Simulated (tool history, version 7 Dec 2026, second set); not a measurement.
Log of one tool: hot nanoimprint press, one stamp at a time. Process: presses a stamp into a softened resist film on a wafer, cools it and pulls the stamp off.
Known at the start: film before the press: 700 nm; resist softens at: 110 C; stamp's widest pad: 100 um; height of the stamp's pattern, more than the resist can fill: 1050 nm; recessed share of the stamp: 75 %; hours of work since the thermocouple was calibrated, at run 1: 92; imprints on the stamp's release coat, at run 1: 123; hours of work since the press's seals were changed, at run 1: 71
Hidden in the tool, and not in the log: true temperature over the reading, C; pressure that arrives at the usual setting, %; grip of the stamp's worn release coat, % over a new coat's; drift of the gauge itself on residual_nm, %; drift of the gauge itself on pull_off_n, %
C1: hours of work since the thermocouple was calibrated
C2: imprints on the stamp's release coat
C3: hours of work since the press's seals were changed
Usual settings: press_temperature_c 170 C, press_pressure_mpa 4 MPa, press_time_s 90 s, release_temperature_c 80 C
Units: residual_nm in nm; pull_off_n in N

Run 1, hour 0: usual settings; C1 92; C2 123; C3 71. Result: residual_nm 306.3 nm, pull_off_n 213 N.
Run 2, hour 6.5: usual settings but press_temperature_c 175 C; C1 97; C2 140; C3 75. Result: residual_nm 261.5 nm, pull_off_n 213 N.
Run 3, hour 16.6: usual settings; C1 104; C2 167; C3 83. Result: residual_nm 306.3 nm, pull_off_n 214 N.
Run 4, hour 23.4: usual settings but release_temperature_c 78 C; C1 109; C2 184; C3 87. Result: residual_nm 312.9 nm, pull_off_n 225 N.
Run 5, hour 28: usual settings but release_temperature_c 78 C; C1 112; C2 196; C3 91. Result: residual_nm 310.8 nm, pull_off_n 221 N.
Run 6, hour 37.3: usual settings but release_temperature_c 78 C; C1 119; C2 220; C3 97. Result: residual_nm 315.7 nm, pull_off_n 220 N.
Run 7, hour 43.6: usual settings but release_temperature_c 78 C; C1 123; C2 236; C3 102. Result: residual_nm 312.1 nm, pull_off_n 222 N.
Run 8, hour 49.9: usual settings but release_temperature_c 83 C; C1 128; C2 253; C3 106. Result: residual_nm 310.7 nm, pull_off_n 204 N.
Run 9, hour 60.3: usual settings; C1 135; C2 280; C3 113. Result: residual_nm 307.3 nm, pull_off_n 222 N.
Run 10, hour 66.1: usual settings; C1 139; C2 295; C3 117. Result: residual_nm 309.9 nm, pull_off_n 217 N.
At hour 69.8: plate thermocouple calibrated.
Run 11, hour 75.4: usual settings but press_temperature_c 180 C, release_temperature_c 79 C; C1 4; C2 311; C3 122. Result: residual_nm 222.7 nm, pull_off_n 220 N.
Run 12, hour 83.2: usual settings but press_temperature_c 180 C, release_temperature_c 79 C; C1 9; C2 331; C3 127. Result: residual_nm 223 nm, pull_off_n 222 N.
Run 13, hour 92.9: usual settings but press_temperature_c 174 C, press_time_s 96 s, release_temperature_c 79 C; C1 16; C2 356; C3 134. Result: residual_nm 261 nm, pull_off_n 214 N.
Run 14, hour 103.7: usual settings but press_pressure_mpa 2.44 MPa, press_time_s 148 s; C1 24; C2 384; C3 142. Result: residual_nm 337.5 nm, pull_off_n 221 N.
Run 15, hour 109.3: usual settings but press_pressure_mpa 2.44 MPa, press_time_s 148 s; C1 28; C2 399; C3 146. Result: residual_nm 339.2 nm, pull_off_n 215 N.
Run 16, hour 116.7: usual settings but press_pressure_mpa 3.74 MPa, release_temperature_c 74 C; C1 33; C2 418; C3 151. Result: residual_nm 317.8 nm, pull_off_n 241 N.
Run 17, hour 121.7: usual settings but press_temperature_c 161 C, press_pressure_mpa 4.24 MPa, press_time_s 60 s, release_temperature_c 78 C; C1 37; C2 431; C3 155. Result: residual_nm 458.1 nm, pull_off_n 225 N.
At hour 127.2: plate thermocouple calibrated, once more.
Run 18, hour 136.1: usual settings but press_temperature_c 161 C, press_pressure_mpa 4.24 MPa, press_time_s 60 s, release_temperature_c 78 C; C1 6; C2 460; C3 163. Result: residual_nm 471.9 nm, pull_off_n 230 N.
Run 19, hour 142.7: usual settings but press_temperature_c 180 C, press_pressure_mpa 2.45 MPa, press_time_s 70 s, release_temperature_c 84 C; C1 11; C2 478; C3 167. Result: residual_nm 324 nm, pull_off_n 212 N.

Forecast each of these 5 alternatives for the next run:
Run A, hour 150: usual settings but press_pressure_mpa 4.37 MPa, press_time_s 70 s, release_temperature_c 72 C; C1 16; C2 497; C3 172. Result: residual_nm ?, pull_off_n ?.
Run B, hour 150: usual settings but press_temperature_c 172 C, press_pressure_mpa 2.45 MPa, press_time_s 81 s, release_temperature_c 84 C; C1 16; C2 497; C3 172. Result: residual_nm ?, pull_off_n ?.
Run C, hour 150: usual settings but press_temperature_c 180 C, press_pressure_mpa 5.09 MPa, press_time_s 70 s, release_temperature_c 81 C; C1 16; C2 497; C3 172. Result: residual_nm ?, pull_off_n ?.
Run D, hour 150: usual settings but press_temperature_c 180 C, press_pressure_mpa 3.18 MPa, press_time_s 70 s, release_temperature_c 84 C; C1 16; C2 497; C3 172. Result: residual_nm ?, pull_off_n ?.
Run E, hour 150: usual settings but press_temperature_c 180 C, press_pressure_mpa 6.22 MPa, press_time_s 70 s, release_temperature_c 84 C; C1 16; C2 497; C3 172. Result: residual_nm ?, pull_off_n ?.

run  residual_nm  pull_off_n
  A        329.6         255
  B          395         210
  C        216.8         223
  D          284         210
  E        193.4         209
Without the tool's hidden state the same runs would have given:
run  residual_nm  pull_off_n
  A        327.7         240
  B        393.6         198
  C        215.4         210
  D        282.7         198
  E        191.9         197

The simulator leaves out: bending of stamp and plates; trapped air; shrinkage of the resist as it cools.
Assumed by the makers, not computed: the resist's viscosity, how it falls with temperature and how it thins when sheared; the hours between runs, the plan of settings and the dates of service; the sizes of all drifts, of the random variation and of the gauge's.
